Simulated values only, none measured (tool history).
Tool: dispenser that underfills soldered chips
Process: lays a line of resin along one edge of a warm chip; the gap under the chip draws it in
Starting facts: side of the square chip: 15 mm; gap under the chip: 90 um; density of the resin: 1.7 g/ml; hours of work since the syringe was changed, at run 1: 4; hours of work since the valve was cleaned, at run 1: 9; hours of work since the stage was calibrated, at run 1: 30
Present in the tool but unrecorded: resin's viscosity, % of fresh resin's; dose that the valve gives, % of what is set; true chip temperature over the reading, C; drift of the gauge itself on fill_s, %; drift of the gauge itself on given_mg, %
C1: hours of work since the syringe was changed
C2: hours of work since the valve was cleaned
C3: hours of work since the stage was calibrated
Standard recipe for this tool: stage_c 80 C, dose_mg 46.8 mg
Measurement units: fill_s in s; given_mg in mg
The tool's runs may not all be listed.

Run 1, hour 0.0: usual settings; C1 4; C2 9; C3 30. Result: fill_s 111.9 s, given_mg 46.66 mg.
At hour 3.5: new syringe of resin.
At hour 11.0: new syringe of resin.
Run 2, hour 15.1: usual settings; C1 3; C2 20; C3 41. Result: fill_s 108.6 s, given_mg 46.29 mg.
At hour 19.4: new syringe of resin.
Run 3, hour 24.9: usual settings; C1 4; C2 28; C3 48. Result: fill_s 113.3 s, given_mg 46.21 mg.
At hour 27.1: new syringe of resin.
At hour 34.8: new syringe of resin.
Run 4, hour 37.0: usual settings; C1 2; C2 37; C3 57. Result: fill_s 104.1 s, given_mg 45.84 mg.
At hour 42.2: new syringe of resin.
At hour 49.8: new syringe of resin.
Run 5, hour 49.8: usual settings but dose_mg 50.8 mg; C1 0; C2 46; C3 67. Result: fill_s 95.9 s, given_mg 50.14 mg.
At hour 57.8: new syringe of resin.
At hour 66.0: new syringe of resin.
Run 6, hour 66.3: usual settings; C1 0; C2 58; C3 79. Result: fill_s 95.4 s, given_mg 45.49 mg.
At hour 73.8: new syringe of resin.
Run 7, hour 75.3: usual settings; C1 1; C2 65; C3 86. Result: fill_s 100.8 s, given_mg 45.40 mg.
At hour 81.2: new syringe of resin.
Run 8, hour 83.8: usual settings; C1 2; C2 71; C3 92. Result: fill_s 101.9 s, given_mg 45.12 mg.
At hour 88.8: new syringe of resin.
Run 9, hour 95.7: usual settings; C1 5; C2 80; C3 101. Result: fill_s 118.4 s, given_mg 45.10 mg.
At hour 96.9: new syringe of resin.
At hour 104.9: new syringe of resin.
At hour 107.0: dispensing valve cleaned and set on the balance.
At hour 113.8: new syringe of resin.
Run 10, hour 114.4: usual settings; C1 0; C2 5; C3 114. Result: fill_s 99.6 s, given_mg 46.79 mg.
At hour 121.4: new syringe of resin.
Run 11, hour 126.8: usual settings; C1 4; C2 15; C3 124. Result: fill_s 110.7 s, given_mg 46.60 mg.
At hour 128.7: new syringe of resin.
At hour 136.0: new syringe of resin.
Run 12, hour 141.9: usual settings; C1 5; C2 26; C3 135. Result: fill_s 115.7 s, given_mg 46.22 mg.
At hour 144.3: new syringe of resin.
At hour 152.0: new syringe of resin.
Run 13, hour 154.7: usual settings; C1 2; C2 36; C3 144. Result: fill_s 101.2 s, given_mg 45.90 mg.
At hour 159.8: new syringe of resin.
At hour 167.1: new syringe of resin.
Run 14, hour 171.8: usual settings but dose_mg 59.1 mg; C1 4; C2 48; C3 157. Result: fill_s 104.1 s, given_mg 57.79 mg.
At hour 174.8: new syringe of resin.
At hour 182.4: new syringe of resin.
Run 15, hour 185.8: usual settings but dose_mg 59.1 mg; C1 3; C2 59; C3 167. Result: fill_s 100.2 s, given_mg 57.77 mg.
At hour 190.1: new syringe of resin.
At hour 197.8: new syringe of resin.
Run 16, hour 200.5: usual settings but dose_mg 59.1 mg; C1 2; C2 70; C3 178. Result: fill_s 98.4 s, given_mg 57.22 mg.
At hour 205.5: new syringe of resin.
Run 17, hour 209.5: usual settings but dose_mg 59.1 mg; C1 3; C2 76; C3 185. Result: fill_s 103.1 s, given_mg 57.05 mg.
At hour 214.1: new syringe of resin.
At hour 221.4: new syringe of resin.
At hour 225.9: dispensing valve cleaned and set on the balance.
Run 18, hour 228.3: usual settings but dose_mg 59.1 mg; C1 5; C2 2; C3 198. Result: fill_s 106.1 s, given_mg 59.67 mg.
At hour 230.2: new syringe of resin.
At hour 237.4: new syringe of resin.
Run 19, hour 242.2: usual settings but stage_c 84 C, dose_mg 51.9 mg; C1 4; C2 12; C3 209. Result: fill_s 88.0 s, given_mg 51.72 mg.
At hour 244.9: new syringe of resin.
Run 20, hour 250.5: usual settings but stage_c 86 C, dose_mg 40.9 mg; C1 4; C2 18; C3 215. Result: fill_s 89.4 s, given_mg 40.69 mg.
At hour 253.3: new syringe of resin.
At hour 261.1: new syringe of resin.
Run 21, hour 263.9: usual settings but stage_c 86 C, dose_mg 40.9 mg; C1 2; C2 28; C3 225. Result: fill_s 81.9 s, given_mg 40.60 mg.
At hour 268.9: new syringe of resin.
Run 22, hour 272.5: usual settings but stage_c 86 C, dose_mg 40.9 mg; C1 3; C2 35; C3 231. Result: fill_s 84.2 s, given_mg 40.35 mg.
At hour 276.2: new syringe of resin.
At hour 284.1: new syringe of resin.
Run 23, hour 284.1: usual settings but stage_c 86 C, dose_mg 40.9 mg; C1 0; C2 43; C3 240. Result: fill_s 74.7 s, given_mg 40.26 mg.
At hour 291.9: new syringe of resin.
Run 24, hour 293.8: usual settings but stage_c 95 C, dose_mg 41.2 mg; C1 1; C2 50; C3 247. Result: fill_s 53.7 s, given_mg 40.41 mg.
At hour 300.0: new syringe of resin.
Run 25, hour 306.5: usual settings but stage_c 83 C, dose_mg 58.7 mg; C1 5; C2 60; C3 257. Result: fill_s 94.1 s, given_mg 57.30 mg.
At hour 307.7: new syringe of resin.
At hour 315.2: new syringe of resin.
At hour 323.7: new syringe of resin.
Run 26, hour 324.2: usual settings but stage_c 83 C, dose_mg 58.7 mg; C1 0; C2 73; C3 270. Result: fill_s 81.2 s, given_mg 57.06 mg.
At hour 331.1: new syringe of resin.
At hour 339.4: new syringe of resin.
Run 27, hour 340.4: usual settings but stage_c 83 C, dose_mg 58.7 mg; C1 1; C2 85; C3 282. Result: fill_s 83.9 s, given_mg 56.37 mg.
At hour 344.6: dispensing valve cleaned and set on the balance.
At hour 348.6: new syringe of resin.
Run 28, hour 354.0: usual settings but stage_c 83 C; C1 4; C2 7; C3 291. Result: fill_s 95.2 s, given_mg 46.84 mg.
At hour 357.2: new syringe of resin.
At hour 365.4: new syringe of resin.
Run 29, hour 371.4: usual settings but stage_c 85 C, dose_mg 53.4 mg; C1 5; C2 20; C3 304. Result: fill_s 86.7 s, given_mg 53.17 mg.
At hour 372.9: new syringe of resin.
At hour 380.4: new syringe of resin.
Run 30, hour 380.6: usual settings but stage_c 95 C, dose_mg 41.0 mg; C1 0; C2 27; C3 311. Result: fill_s 50.5 s, given_mg 40.79 mg.
At hour 388.0: new syringe of resin.
At hour 395.5: new syringe of resin.
Run 31, hour 397.9: usual settings but stage_c 75 C, dose_mg 48.6 mg; C1 2; C2 40; C3 324. Result: fill_s 120.4 s, given_mg 47.76 mg.
At hour 403.0: new syringe of resin.
Run 32, hour 407.7: usual settings but stage_c 78 C, dose_mg 48.2 mg; C1 4; C2 47; C3 331. Result: fill_s 113.6 s, given_mg 47.58 mg.

What if the next run were any one of these 5? Each begins from the tool's condition after run 32:
At hour 411.1: new syringe of resin.
Run A, hour 416.7: usual settings but stage_c 78 C, dose_mg 44.3 mg; C1 4; C2 54; C3 338. Result: fill_s ?, given_mg ?.
At hour 411.1: new syringe of resin.
Run B, hour 416.7: usual settings but stage_c 77 C, dose_mg 41.2 mg; C1 4; C2 54; C3 338. Result: fill_s ?, given_mg ?.
At hour 411.1: new syringe of resin.
Run C, hour 416.7: usual settings but stage_c 66 C, dose_mg 60.1 mg; C1 4; C2 54; C3 338. Result: fill_s ?, given_mg ?.
At hour 411.1: new syringe of resin.
Run D, hour 416.7: usual settings but stage_c 75 C; C1 4; C2 54; C3 338. Result: fill_s ?, given_mg ?.
At hour 411.1: new syringe of resin.
Run E, hour 416.7: usual settings but stage_c 89 C, dose_mg 57.7 mg; C1 4; C2 54; C3 338. Result: fill_s ?, given_mg ?.

run  fill_s  given_mg
  A   118.7     43.68
  B   128.4     40.32
  C   197.5     58.97
  D   133.8     45.35
  E    69.5     56.54
With the hidden condition removed and each run's random variation left untouched, the same runs would have given:
run  fill_s  given_mg
  A   106.4     44.53
  B   115.0     41.10
  C   178.8     60.12
  D   120.3     46.24
  E    62.3     57.65
